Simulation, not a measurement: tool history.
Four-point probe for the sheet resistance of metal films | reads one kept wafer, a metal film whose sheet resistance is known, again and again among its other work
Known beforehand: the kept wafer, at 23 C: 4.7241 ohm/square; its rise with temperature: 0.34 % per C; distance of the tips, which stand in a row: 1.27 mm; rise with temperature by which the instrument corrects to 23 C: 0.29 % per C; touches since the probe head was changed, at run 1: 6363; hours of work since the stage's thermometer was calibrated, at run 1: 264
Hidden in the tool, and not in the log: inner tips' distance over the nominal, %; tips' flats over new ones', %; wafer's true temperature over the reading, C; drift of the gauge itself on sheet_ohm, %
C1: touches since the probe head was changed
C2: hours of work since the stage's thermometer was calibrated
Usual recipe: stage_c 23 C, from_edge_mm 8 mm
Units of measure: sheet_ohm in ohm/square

Run 1, hour 0.0: usual settings; C1 6363; C2 264. Result: sheet_ohm 4.789524 ohm/square.
Run 2, hour 24.4: usual settings; C1 6800; C2 276. Result: sheet_ohm 4.789345 ohm/square.
Run 3, hour 57.9: usual settings but stage_c 26 C; C1 7401; C2 292. Result: sheet_ohm 4.797566 ohm/square.
Run 4, hour 73.2: usual settings but stage_c 26 C; C1 7674; C2 300. Result: sheet_ohm 4.798155 ohm/square.
Run 5, hour 92.7: usual settings but stage_c 26 C; C1 8023; C2 309. Result: sheet_ohm 4.797315 ohm/square.
Run 6, hour 119.3: usual settings but stage_c 26 C; C1 8500; C2 322. Result: sheet_ohm 4.797248 ohm/square.
Run 7, hour 147.1: usual settings but stage_c 26 C; C1 8998; C2 336. Result: sheet_ohm 4.797193 ohm/square.
Run 8, hour 165.8: usual settings but stage_c 26 C; C1 9334; C2 345. Result: sheet_ohm 4.796817 ohm/square.
Run 9, hour 187.2: usual settings but stage_c 26 C; C1 9717; C2 356. Result: sheet_ohm 4.796494 ohm/square.
Run 10, hour 204.3: usual settings; C1 10024; C2 364. Result: sheet_ohm 4.788406 ohm/square.
Run 11, hour 235.5: usual settings but stage_c 34 C; C1 10583; C2 380. Result: sheet_ohm 4.815666 ohm/square.
Run 12, hour 256.5: usual settings but stage_c 34 C; C1 10959; C2 390. Result: sheet_ohm 4.815376 ohm/square.
Run 13, hour 278.7: usual settings; C1 11357; C2 401. Result: sheet_ohm 4.787007 ohm/square.
Run 14, hour 295.4: usual settings but stage_c 24 C; C1 11656; C2 409. Result: sheet_ohm 4.789193 ohm/square.
Run 15, hour 319.8: usual settings but stage_c 24 C; C1 12093; C2 421. Result: sheet_ohm 4.791344 ohm/square.
Run 16, hour 336.0: usual settings but stage_c 24 C; C1 12383; C2 429. Result: sheet_ohm 4.790223 ohm/square.
Run 17, hour 353.9: usual settings but stage_c 24 C; C1 12705; C2 438. Result: sheet_ohm 4.790250 ohm/square.
Run 18, hour 371.4: usual settings but stage_c 24 C; C1 13017; C2 446. Result: sheet_ohm 4.787811 ohm/square.
Run 19, hour 393.3: usual settings but stage_c 25 C, from_edge_mm 24 mm; C1 13410; C2 457. Result: sheet_ohm 4.735195 ohm/square.
Run 20, hour 414.0: usual settings but stage_c 25 C, from_edge_mm 24 mm; C1 13782; C2 467. Result: sheet_ohm 4.734252 ohm/square.
Run 21, hour 445.7: usual settings but stage_c 18 C; C1 14350; C2 483. Result: sheet_ohm 4.773210 ohm/square.
Run 22, hour 478.6: usual settings but stage_c 32 C, from_edge_mm 27 mm; C1 14939; C2 499. Result: sheet_ohm 4.748979 ohm/square.
Run 23, hour 499.4: usual settings but stage_c 24 C, from_edge_mm 12 mm; C1 15311; C2 509. Result: sheet_ohm 4.753276 ohm/square.
Run 24, hour 530.8: usual settings but stage_c 33 C, from_edge_mm 5 mm; C1 15875; C2 525. Result: sheet_ohm 4.905691 ohm/square.
Run 25, hour 557.0: usual settings but stage_c 33 C, from_edge_mm 5 mm; C1 16344; C2 538. Result: sheet_ohm 4.905255 ohm/square.
Run 26, hour 589.5: usual settings but from_edge_mm 7 mm; C1 16927; C2 554. Result: sheet_ohm 4.803445 ohm/square.
Run 27, hour 613.2: usual settings but stage_c 30 C, from_edge_mm 7 mm; C1 17351; C2 565. Result: sheet_ohm 4.818735 ohm/square.
Run 28, hour 641.5: usual settings but stage_c 30 C, from_edge_mm 7 mm; C1 17858; C2 579. Result: sheet_ohm 4.820331 ohm/square.
Run 29, hour 666.8: usual settings but stage_c 27 C, from_edge_mm 23 mm; C1 18311; C2 592. Result: sheet_ohm 4.737016 ohm/square.
Run 30, hour 690.6: usual settings but stage_c 34 C, from_edge_mm 30 mm; C1 18738; C2 603. Result: sheet_ohm 4.750880 ohm/square.

For each run, the measured value with the value that run would have given without the tool's hidden condition subtracted. The run-to-run variation is shared by both, the gauge scatter possibly not:
run  sheet_ohm
  1  +0.003326
  2  +0.003066
  3  +0.002716
  4  +0.002581
  5  +0.002367
  6  +0.002096
  7  +0.001798
  8  +0.001608
  9  +0.001369
 10  +0.001182
 11  +0.000883
 12  +0.000690
 13  +0.000424
 14  +0.000241
 15  -0.000011
 16  -0.000188
 17  -0.000380
 18  -0.000552
 19  -0.000778
 20  -0.001008
 21  -0.001404
 22  -0.001647
 23  -0.001924
 24  -0.002282
 25  -0.002570
 26  -0.002921
 27  -0.003148
 28  -0.003454
 29  -0.003664
 30  -0.003893

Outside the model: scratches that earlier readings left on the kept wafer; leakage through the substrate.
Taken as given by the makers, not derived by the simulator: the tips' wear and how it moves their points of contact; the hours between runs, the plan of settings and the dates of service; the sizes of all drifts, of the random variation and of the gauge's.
